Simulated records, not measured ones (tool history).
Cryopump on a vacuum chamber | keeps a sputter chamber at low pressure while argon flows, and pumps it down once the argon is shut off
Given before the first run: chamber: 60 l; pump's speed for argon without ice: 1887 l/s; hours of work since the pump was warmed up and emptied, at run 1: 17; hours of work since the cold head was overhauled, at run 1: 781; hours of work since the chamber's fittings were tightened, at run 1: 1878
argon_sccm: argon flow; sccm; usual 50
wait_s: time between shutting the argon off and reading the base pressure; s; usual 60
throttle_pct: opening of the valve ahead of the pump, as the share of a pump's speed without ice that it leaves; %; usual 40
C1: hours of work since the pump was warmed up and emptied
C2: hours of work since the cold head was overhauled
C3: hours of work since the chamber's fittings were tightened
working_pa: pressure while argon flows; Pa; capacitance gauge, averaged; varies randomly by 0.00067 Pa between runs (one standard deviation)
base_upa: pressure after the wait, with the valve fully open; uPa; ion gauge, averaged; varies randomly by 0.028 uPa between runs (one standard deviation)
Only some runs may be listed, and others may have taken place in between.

run 1 hour=0 | argon_sccm=50 wait_s=60 throttle_pct=40 | C1=17 C2=781 C3=1878 | working_pa=0.1124 base_upa=2.62
run 2 hour=35.6 | argon_sccm=50 wait_s=60 throttle_pct=40 | C1=38 C2=802 C3=1900 | working_pa=0.1144 base_upa=2.64
run 3 hour=67.4 | argon_sccm=50 wait_s=60 throttle_pct=40 | C1=57 C2=821 C3=1919 | working_pa=0.1137 base_upa=2.67
run 4 hour=104.5 | argon_sccm=50 wait_s=60 throttle_pct=40 | C1=80 C2=844 C3=1941 | working_pa=0.1137 base_upa=2.74
run 5 hour=128.9 | argon_sccm=50 wait_s=60 throttle_pct=40 | C1=94 C2=858 C3=1955 | working_pa=0.1132 base_upa=2.76
run 6 hour=150.9 | argon_sccm=50 wait_s=60 throttle_pct=40 | C1=107 C2=871 C3=1969 | working_pa=0.1135 base_upa=2.78
run 7 hour=172.5 | argon_sccm=70 wait_s=60 throttle_pct=40 | C1=120 C2=884 C3=1982 | working_pa=0.1577 base_upa=2.74
run 8 hour=218.1 | argon_sccm=88 wait_s=28 throttle_pct=24 | C1=148 C2=912 C3=2009 | working_pa=0.3306 base_upa=4.21
run 9 hour=250.2 | argon_sccm=50 wait_s=100 throttle_pct=40 | C1=167 C2=931 C3=2028 | working_pa=0.1147 base_upa=2.33

For run 10, what comes out?
run 10 hour=270 | argon_sccm=23 wait_s=42 throttle_pct=18 | C1=179 C2=943 C3=2040 | working_pa=? base_upa=?

Logged for run 10: working_pa 0.1149 Pa, base_upa 3.28 uPa.
On a tool with no hidden condition, and with the same random variation, this run would have come out at working_pa 0.1135 Pa, base_upa 1.82 uPa.
